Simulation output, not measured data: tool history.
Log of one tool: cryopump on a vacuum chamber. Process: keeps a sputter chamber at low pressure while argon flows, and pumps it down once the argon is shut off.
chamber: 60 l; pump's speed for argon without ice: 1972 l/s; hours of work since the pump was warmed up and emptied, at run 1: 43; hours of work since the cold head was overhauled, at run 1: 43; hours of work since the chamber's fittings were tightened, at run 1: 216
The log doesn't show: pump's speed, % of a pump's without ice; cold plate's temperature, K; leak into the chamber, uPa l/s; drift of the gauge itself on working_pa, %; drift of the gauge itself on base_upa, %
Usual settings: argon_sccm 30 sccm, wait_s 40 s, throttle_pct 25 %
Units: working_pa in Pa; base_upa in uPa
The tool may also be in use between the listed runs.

| run | hour | argon_sccm | wait_s | throttle_pct | hours of work since the pump was warmed up and emptied | hours of work since the cold head was overhauled | hours of work since the chamber's fittings were tightened | working_pa | base_upa |
|---|---|---|---|---|---|---|---|---|---|
| 1 | 0 | 30 | 40 | 25 | 43 | 43 | 216 | 0.1043 | 1.74 |
| 2 | 25.8 | 30 | 29 | 25 | 54 | 54 | 228 | 0.1046 | 2.28 |
| 3 | 48.8 | 30 | 40 | 25 | 64 | 64 | 237 | 0.104 | 1.77 |
| 4 | 70 | 30 | 40 | 25 | 73 | 73 | 246 | 0.1038 | 1.72 |
| 5 | 92.7 | 30 | 40 | 25 | 83 | 83 | 256 | 0.1035 | 1.73 |
| 6 | 120 | 30 | 40 | 25 | 95 | 95 | 268 | 0.1035 | 1.73 |
| 7 | 146.3 | 30 | 40 | 25 | 106 | 106 | 279 | 0.1042 | 1.74 |
| 8 | 167.9 | 30 | 40 | 25 | 115 | 115 | 289 | 0.1029 | 1.71 |
| 9 | 187.8 | 30 | 40 | 25 | 124 | 124 | 297 | 0.1034 | 1.75 |
| 10 | 212 | 30 | 40 | 25 | 134 | 134 | 308 | 0.1026 | 1.71 |
| 11 | 230.6 | 30 | 40 | 58 | 142 | 142 | 316 | 0.0449 | 1.71 |
| 12 | 249.5 | 30 | 40 | 58 | 150 | 150 | 324 | 0.0445 | 1.76 |
| 13 | 269.8 | 30 | 40 | 58 | 159 | 159 | 332 | 0.0452 | 1.75 |
| 14 | 285.2 | 37 | 40 | 25 | 166 | 166 | 339 | 0.1273 | 1.78 |
| 15 | 300.5 | 31 | 40 | 25 | 172 | 172 | 346 | 0.1078 | 1.79 |
| 16 | 313 | 31 | 40 | 25 | 178 | 178 | 351 | 0.1067 | 1.7 |
| 17 | 332.3 | 31 | 40 | 25 | 186 | 186 | 359 | 0.1074 | 1.78 |

Forecast run 18:
| 18 | 353.9 | 20 | 99 | 18 | 195 | 195 | 369 | ? | ? |

{"run 18": {"working_pa": 0.096, "base_upa": 0.87}}
Without the tool's hidden state the same run would have given working_pa 0.0954 Pa, base_upa 0.74 uPa.
